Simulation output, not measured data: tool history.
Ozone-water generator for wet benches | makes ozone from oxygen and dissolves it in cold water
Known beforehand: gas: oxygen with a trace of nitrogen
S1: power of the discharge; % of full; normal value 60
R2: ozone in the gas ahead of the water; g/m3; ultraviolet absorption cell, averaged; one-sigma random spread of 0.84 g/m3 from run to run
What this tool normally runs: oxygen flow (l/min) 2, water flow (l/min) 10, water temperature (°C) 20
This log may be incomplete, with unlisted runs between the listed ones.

run 1 hour=0 | S1=60 oxygen_flow_(l/min)=2 water_flow_(l/min)=10 water_temperature_(°C)=20 | dissolved_ozone_(ppm)=10.33 R2=134.4
run 2 hour=59.8 | S1=84 oxygen_flow_(l/min)=2 water_flow_(l/min)=10 water_temperature_(°C)=20 | dissolved_ozone_(ppm)=13.36 R2=174.5
run 3 hour=114.1 | S1=84 oxygen_flow_(l/min)=2 water_flow_(l/min)=10 water_temperature_(°C)=20 | dissolved_ozone_(ppm)=13.45 R2=173.8
run 4 hour=176.2 | S1=84 oxygen_flow_(l/min)=2 water_flow_(l/min)=10 water_temperature_(°C)=20 | dissolved_ozone_(ppm)=13.28 R2=171.5
run 5 hour=233.6 | S1=84 oxygen_flow_(l/min)=2 water_flow_(l/min)=10 water_temperature_(°C)=20 | dissolved_ozone_(ppm)=13.23 R2=172
run 6 hour=261.3 | S1=60 oxygen_flow_(l/min)=2 water_flow_(l/min)=10 water_temperature_(°C)=20 | dissolved_ozone_(ppm)=10.41 R2=131.7
run 7 hour=307.2 | S1=60 oxygen_flow_(l/min)=2 water_flow_(l/min)=8 water_temperature_(°C)=20 | dissolved_ozone_(ppm)=12.57 R2=131.1
run 8 hour=339.3 | S1=60 oxygen_flow_(l/min)=2 water_flow_(l/min)=10 water_temperature_(°C)=20 | dissolved_ozone_(ppm)=10.12 R2=132.4
run 9 hour=397.4 | S1=60 oxygen_flow_(l/min)=2 water_flow_(l/min)=10 water_temperature_(°C)=20 | dissolved_ozone_(ppm)=10.05 R2=132
run 10 hour=433.7 | S1=60 oxygen_flow_(l/min)=2 water_flow_(l/min)=10 water_temperature_(°C)=20 | dissolved_ozone_(ppm)=10.03 R2=132.8
run 11 hour=481.3 | S1=60 oxygen_flow_(l/min)=2 water_flow_(l/min)=10 water_temperature_(°C)=20 | dissolved_ozone_(ppm)=10.07 R2=133.2
run 12 hour=507.6 | S1=60 oxygen_flow_(l/min)=2 water_flow_(l/min)=10 water_temperature_(°C)=20 | dissolved_ozone_(ppm)=9.98 R2=132.5
run 13 hour=553 | S1=60 oxygen_flow_(l/min)=2.47 water_flow_(l/min)=10 water_temperature_(°C)=20 | dissolved_ozone_(ppm)=10.41 R2=119.7
run 14 hour=585.6 | S1=60 oxygen_flow_(l/min)=2.47 water_flow_(l/min)=9 water_temperature_(°C)=20 | dissolved_ozone_(ppm)=11.35 R2=120.9
run 15 hour=639.7 | S1=60 oxygen_flow_(l/min)=2 water_flow_(l/min)=10 water_temperature_(°C)=15 | dissolved_ozone_(ppm)=10.79 R2=132.7
run 16 hour=685.4 | S1=60 oxygen_flow_(l/min)=2 water_flow_(l/min)=10 water_temperature_(°C)=15 | dissolved_ozone_(ppm)=10.7 R2=131.5
run 17 hour=736.9 | S1=64 oxygen_flow_(l/min)=2 water_flow_(l/min)=7 water_temperature_(°C)=13 | dissolved_ozone_(ppm)=16.34 R2=138.9
run 18 hour=798 | S1=64 oxygen_flow_(l/min)=2 water_flow_(l/min)=7 water_temperature_(°C)=13 | dissolved_ozone_(ppm)=16.16 R2=137
run 19 hour=828.5 | S1=64 oxygen_flow_(l/min)=2.88 water_flow_(l/min)=12 water_temperature_(°C)=13 | dissolved_ozone_(ppm)=9.93 R2=115.2
run 20 hour=885.6 | S1=60 oxygen_flow_(l/min)=2 water_flow_(l/min)=10 water_temperature_(°C)=20 | dissolved_ozone_(ppm)=10.08 R2=130
run 21 hour=925.7 | S1=60 oxygen_flow_(l/min)=2 water_flow_(l/min)=10 water_temperature_(°C)=20 | dissolved_ozone_(ppm)=10.05 R2=131.2
-- hour=933.1 contactor cleaned
run 22 hour=968.6 | S1=60 oxygen_flow_(l/min)=2 water_flow_(l/min)=10 water_temperature_(°C)=20 | dissolved_ozone_(ppm)=9.85 R2=129.6
run 23 hour=1002.8 | S1=60 oxygen_flow_(l/min)=2 water_flow_(l/min)=10 water_temperature_(°C)=20 | dissolved_ozone_(ppm)=9.98 R2=129.2
run 24 hour=1061.6 | S1=91 oxygen_flow_(l/min)=2 water_flow_(l/min)=10 water_temperature_(°C)=23 | dissolved_ozone_(ppm)=12.92 R2=176.7
run 25 hour=1096 | S1=91 oxygen_flow_(l/min)=2 water_flow_(l/min)=12 water_temperature_(°C)=13 | dissolved_ozone_(ppm)=11.74 R2=176
run 26 hour=1126.6 | S1=91 oxygen_flow_(l/min)=2 water_flow_(l/min)=12 water_temperature_(°C)=13 | dissolved_ozone_(ppm)=11.98 R2=175.6
-- hour=1151.7 contactor cleaned, once more
run 27 hour=1191.7 | S1=91 oxygen_flow_(l/min)=2 water_flow_(l/min)=12 water_temperature_(°C)=13 | dissolved_ozone_(ppm)=12.18 R2=176
run 28 hour=1235.6 | S1=60 oxygen_flow_(l/min)=2.49 water_flow_(l/min)=10 water_temperature_(°C)=24 | dissolved_ozone_(ppm)=9.71 R2=116
run 29 hour=1277.2 | S1=60 oxygen_flow_(l/min)=2.49 water_flow_(l/min)=10 water_temperature_(°C)=24 | dissolved_ozone_(ppm)=9.7 R2=117.1
run 30 hour=1322.1 | S1=60 oxygen_flow_(l/min)=3.48 water_flow_(l/min)=10 water_temperature_(°C)=20 | dissolved_ozone_(ppm)=10.19 R2=98.9
run 31 hour=1386.4 | S1=60 oxygen_flow_(l/min)=1.91 water_flow_(l/min)=10 water_temperature_(°C)=20 | dissolved_ozone_(ppm)=9.88 R2=131.2
run 32 hour=1435.4 | S1=53 oxygen_flow_(l/min)=3.29 water_flow_(l/min)=10 water_temperature_(°C)=19 | dissolved_ozone_(ppm)=9.31 R2=91.8

Consider 3 possible next runs. They are alternatives, not a sequence: every one starts from the tool as it was left by run 32. What does each give?
run A hour=1462.4 | S1=54 oxygen_flow_(l/min)=3.29 water_flow_(l/min)=11 water_temperature_(°C)=19 | dissolved_ozone_(ppm)=? R2=?
run B hour=1462.4 | S1=53 oxygen_flow_(l/min)=2.67 water_flow_(l/min)=11 water_temperature_(°C)=19 | dissolved_ozone_(ppm)=? R2=?
run C hour=1462.4 | S1=53 oxygen_flow_(l/min)=3.29 water_flow_(l/min)=10 water_temperature_(°C)=24 | dissolved_ozone_(ppm)=? R2=?

run=A dissolved_ozone_(ppm)=8.7 R2=93.4
run=B dissolved_ozone_(ppm)=8.56 R2=101.7
run=C dissolved_ozone_(ppm)=8.65 R2=91.9
Take away the tool's hidden state, keep each run's random variation, and the runs would have read:
run=A dissolved_ozone_(ppm)=9.28 R2=98.9
run=B dissolved_ozone_(ppm)=9.12 R2=107.5
run=C dissolved_ozone_(ppm)=9.22 R2=97.3
